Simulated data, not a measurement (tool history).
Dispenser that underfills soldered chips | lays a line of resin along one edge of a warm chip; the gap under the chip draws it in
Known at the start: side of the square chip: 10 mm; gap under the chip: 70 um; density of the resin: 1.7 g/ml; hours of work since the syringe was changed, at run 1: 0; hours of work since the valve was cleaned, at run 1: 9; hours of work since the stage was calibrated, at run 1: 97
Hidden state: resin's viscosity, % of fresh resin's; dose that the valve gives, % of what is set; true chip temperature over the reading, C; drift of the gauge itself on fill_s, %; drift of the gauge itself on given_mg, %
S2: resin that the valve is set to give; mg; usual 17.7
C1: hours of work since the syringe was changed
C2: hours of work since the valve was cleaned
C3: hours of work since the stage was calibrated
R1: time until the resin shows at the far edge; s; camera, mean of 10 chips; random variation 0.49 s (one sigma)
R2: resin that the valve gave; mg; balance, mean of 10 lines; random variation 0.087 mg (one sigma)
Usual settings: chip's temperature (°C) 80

{"run": 1, "hour": 0.0, "chip's temperature (°C)": 80, "S2": 17.7, "C1": 0, "C2": 9, "C3": 97, "R1": 39.7, "R2": 17.52}
{"hour": 9.6, "done": "new syringe of resin"}
{"run": 2, "hour": 12.4, "chip's temperature (°C)": 80, "S2": 17.7, "C1": 2, "C2": 18, "C3": 106, "R1": 42.8, "R2": 17.57}
{"hour": 18.8, "done": "new syringe of resin"}
{"run": 3, "hour": 22.9, "chip's temperature (°C)": 80, "S2": 17.7, "C1": 3, "C2": 25, "C3": 113, "R1": 43.9, "R2": 17.27}
{"hour": 28.2, "done": "new syringe of resin"}
{"run": 4, "hour": 32.9, "chip's temperature (°C)": 80, "S2": 17.7, "C1": 3, "C2": 33, "C3": 120, "R1": 45, "R2": 17.38}
{"hour": 38.0, "done": "new syringe of resin"}
{"run": 5, "hour": 46.2, "chip's temperature (°C)": 80, "S2": 17.7, "C1": 6, "C2": 42, "C3": 130, "R1": 48.7, "R2": 17.14}
{"hour": 47.6, "done": "new syringe of resin"}
{"run": 6, "hour": 54.9, "chip's temperature (°C)": 80, "S2": 16.1, "C1": 5, "C2": 49, "C3": 136, "R1": 49.1, "R2": 15.5}
{"hour": 57.1, "done": "new syringe of resin"}
{"run": 7, "hour": 65.0, "chip's temperature (°C)": 80, "S2": 16.1, "C1": 6, "C2": 56, "C3": 144, "R1": 50.2, "R2": 15.37}
{"hour": 66.4, "done": "new syringe of resin"}
{"run": 8, "hour": 73.3, "chip's temperature (°C)": 80, "S2": 16.1, "C1": 5, "C2": 62, "C3": 149, "R1": 46.9, "R2": 15.25}
{"hour": 75.9, "done": "new syringe of resin"}
{"run": 9, "hour": 83.7, "chip's temperature (°C)": 80, "S2": 16.1, "C1": 6, "C2": 69, "C3": 157, "R1": 49.6, "R2": 15.41}
{"hour": 85.0, "done": "new syringe of resin"}
{"run": 10, "hour": 91.0, "chip's temperature (°C)": 76, "S2": 17.7, "C1": 4, "C2": 74, "C3": 162, "R1": 53.1, "R2": 16.9}
{"hour": 94.6, "done": "new syringe of resin"}
{"run": 11, "hour": 98.1, "chip's temperature (°C)": 80, "S2": 20.6, "C1": 3, "C2": 79, "C3": 167, "R1": 42.9, "R2": 19.48}
{"hour": 104.0, "done": "new syringe of resin"}
{"run": 12, "hour": 111.0, "chip's temperature (°C)": 80, "S2": 20.6, "C1": 5, "C2": 89, "C3": 176, "R1": 46.7, "R2": 19.31}
{"hour": 113.0, "done": "new syringe of resin"}
{"hour": 122.3, "done": "new syringe of resin"}
{"run": 13, "hour": 122.3, "chip's temperature (°C)": 80, "S2": 20.6, "C1": 0, "C2": 96, "C3": 184, "R1": 41, "R2": 19.05}
{"hour": 130.4, "done": "dispensing valve cleaned and set on the balance"}
{"hour": 132.2, "done": "new syringe of resin"}
{"run": 14, "hour": 132.2, "chip's temperature (°C)": 80, "S2": 17.7, "C1": 0, "C2": 1, "C3": 191, "R1": 39.6, "R2": 17.72}
{"hour": 141.2, "done": "new syringe of resin"}
{"run": 15, "hour": 143.8, "chip's temperature (°C)": 82, "S2": 15.8, "C1": 2, "C2": 9, "C3": 199, "R1": 40.9, "R2": 15.74}
{"hour": 150.7, "done": "new syringe of resin"}
{"run": 16, "hour": 150.7, "chip's temperature (°C)": 82, "S2": 15.8, "C1": 0, "C2": 14, "C3": 204, "R1": 39.5, "R2": 15.64}
{"run": 17, "hour": 157.0, "chip's temperature (°C)": 82, "S2": 15.8, "C1": 5, "C2": 19, "C3": 209, "R1": 45.6, "R2": 15.65}
{"hour": 160.2, "done": "new syringe of resin"}
{"run": 18, "hour": 165.9, "chip's temperature (°C)": 78, "S2": 19.8, "C1": 4, "C2": 25, "C3": 215, "R1": 48.6, "R2": 19.31}
{"hour": 169.2, "done": "new syringe of resin"}
{"hour": 178.2, "done": "new syringe of resin"}
{"run": 19, "hour": 178.2, "chip's temperature (°C)": 85, "S2": 20.6, "C1": 0, "C2": 34, "C3": 224, "R1": 34.1, "R2": 20.09}
{"hour": 186.9, "done": "new syringe of resin"}
{"run": 20, "hour": 191.5, "chip's temperature (°C)": 82, "S2": 20.8, "C1": 3, "C2": 44, "C3": 233, "R1": 42.2, "R2": 19.92}
{"hour": 196.6, "done": "new syringe of resin"}
{"hour": 206.0, "done": "new syringe of resin"}
{"run": 21, "hour": 206.0, "chip's temperature (°C)": 82, "S2": 20.8, "C1": 0, "C2": 54, "C3": 243, "R1": 37.3, "R2": 20.1}
{"hour": 215.6, "done": "new syringe of resin"}
{"run": 22, "hour": 218.2, "chip's temperature (°C)": 91, "S2": 20.9, "C1": 2, "C2": 63, "C3": 252, "R1": 31, "R2": 19.82}
{"hour": 224.6, "done": "new syringe of resin"}
{"run": 23, "hour": 225.1, "chip's temperature (°C)": 91, "S2": 20.9, "C1": 0, "C2": 68, "C3": 257, "R1": 29.5, "R2": 19.83}
{"run": 24, "hour": 231.3, "chip's temperature (°C)": 69, "S2": 17.1, "C1": 5, "C2": 72, "C3": 262, "R1": 68.4, "R2": 16.15}
{"hour": 233.3, "done": "new syringe of resin"}
{"hour": 242.2, "done": "new syringe of resin"}
{"run": 25, "hour": 242.9, "chip's temperature (°C)": 91, "S2": 20, "C1": 1, "C2": 80, "C3": 270, "R1": 30, "R2": 18.93}
{"run": 26, "hour": 249.6, "chip's temperature (°C)": 91, "S2": 22.8, "C1": 5, "C2": 85, "C3": 275, "R1": 35.3, "R2": 21.32}
{"hour": 250.9, "done": "new syringe of resin"}
{"hour": 260.0, "done": "new syringe of resin"}
{"run": 27, "hour": 262.4, "chip's temperature (°C)": 91, "S2": 22.8, "C1": 2, "C2": 94, "C3": 284, "R1": 30.5, "R2": 21.06}

Forecast each of these 5 alternatives for the next run:
{"hour": 269.6, "done": "new syringe of resin"}
{"hour": 273.6, "done": "dispensing valve cleaned and set on the balance"}
{"run": "A", "hour": 273.7, "chip's temperature (°C)": 88, "S2": 22.7, "C1": 2, "C2": 0, "C3": 291, "R1": "?", "R2": "?"}
{"hour": 269.6, "done": "new syringe of resin"}
{"hour": 273.6, "done": "dispensing valve cleaned and set on the balance"}
{"run": "B", "hour": 273.7, "chip's temperature (°C)": 83, "S2": 22.7, "C1": 2, "C2": 0, "C3": 291, "R1": "?", "R2": "?"}
{"hour": 269.6, "done": "new syringe of resin"}
{"hour": 273.6, "done": "dispensing valve cleaned and set on the balance"}
{"run": "C", "hour": 273.7, "chip's temperature (°C)": 79, "S2": 19.7, "C1": 2, "C2": 0, "C3": 291, "R1": "?", "R2": "?"}
{"hour": 269.6, "done": "new syringe of resin"}
{"hour": 273.6, "done": "dispensing valve cleaned and set on the balance"}
{"run": "D", "hour": 273.7, "chip's temperature (°C)": 71, "S2": 19.3, "C1": 2, "C2": 0, "C3": 291, "R1": "?", "R2": "?"}
{"hour": 269.6, "done": "new syringe of resin"}
{"hour": 273.6, "done": "dispensing valve cleaned and set on the balance"}
{"run": "E", "hour": 273.7, "chip's temperature (°C)": 79, "S2": 19.4, "C1": 2, "C2": 0, "C3": 291, "R1": "?", "R2": "?"}

run=A R1=34.6 R2=22.6
run=B R1=38.7 R2=22.73
run=C R1=44.4 R2=19.68
run=D R1=58.3 R2=19.23
run=E R1=43.9 R2=19.34
Without the tool's hidden state the same runs would have given:
run=A R1=30.1 R2=22.6
run=B R1=33.6 R2=22.73
run=C R1=38.6 R2=19.68
run=D R1=50.5 R2=19.23
run=E R1=38 R2=19.34
